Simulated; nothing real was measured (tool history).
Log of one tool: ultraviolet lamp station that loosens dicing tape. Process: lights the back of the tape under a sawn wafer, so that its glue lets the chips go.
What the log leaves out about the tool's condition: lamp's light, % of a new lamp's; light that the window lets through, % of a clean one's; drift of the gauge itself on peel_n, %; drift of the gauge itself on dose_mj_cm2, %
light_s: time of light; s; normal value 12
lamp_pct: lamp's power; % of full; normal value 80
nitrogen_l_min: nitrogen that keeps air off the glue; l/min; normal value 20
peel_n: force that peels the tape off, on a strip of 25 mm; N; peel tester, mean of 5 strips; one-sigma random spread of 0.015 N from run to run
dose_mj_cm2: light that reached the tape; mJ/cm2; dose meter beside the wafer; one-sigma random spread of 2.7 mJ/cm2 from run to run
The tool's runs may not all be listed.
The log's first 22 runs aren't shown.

run   hour  light_s  lamp_pct  nitrogen_l_min  hours of work of the lamp  hours of work since the window was cleaned  peel_n  dose_mj_cm2
 23  338.5       13        60              35                        834                                         279   1.196          236
 24  350.5       12        60              10                        843                                         288   2.941          217
 25  361.2       12        60              10                        851                                         296   2.906          217
     376.1  -- window cleaned of glue's vapour
 26    382        6        80               8                        867                                           4   4.144          162
 27  391.6        8        94               8                        874                                          12   2.695          253
 28  409.5       12        61              12                        887                                          25   2.235          246
 29  424.7       12        61              12                        898                                          36   2.256          241
 30  444.2       12        61              12                        913                                          51   2.281          238
 31  464.5       12        73              39                        928                                          66   0.752          283
 32  473.5       12        65               8                        935                                          73   2.723          250
 33  487.6        7        80              25                        945                                          83   2.194          184
 34    504       20        75              20                        958                                          95   0.395          477
 35  520.3        9        75              20                        970                                         108   2.024          214
 36  529.7       19        65              37                        977                                         115   0.372          392
 37  540.1       16        76               9                        985                                         122   1.382          385
 38  549.6        8        82              20                        992                                         129   2.047          204
 39  563.9        8        82              20                       1002                                         140   2.054          206
 40  580.5       21        80              20                       1015                                         153   0.339          529
 41  593.3       21        80              20                       1024                                         162    0.33          518
 42  610.1       12        78              11                       1037                                         175   1.918          285
 43  628.9       12        78              11                       1051                                         189   1.913          284

What if the next run were any one of these 3? Each begins from the tool's condition after run 43:
  A  643.3       12        78              15                       1062                                         199       ?            ?
  B  643.3        9        99              11                       1062                                         199       ?            ?
  C  643.3        8        62              20                       1062                                         199       ?            ?

run  peel_n  dose_mj_cm2
  A   1.604          279
  B   2.031          268
  C   3.035          153
Had the tool no hidden state, the same runs would have come out as:
run  peel_n  dose_mj_cm2
  A   0.986          365
  B   1.337          350
  C   2.222          199

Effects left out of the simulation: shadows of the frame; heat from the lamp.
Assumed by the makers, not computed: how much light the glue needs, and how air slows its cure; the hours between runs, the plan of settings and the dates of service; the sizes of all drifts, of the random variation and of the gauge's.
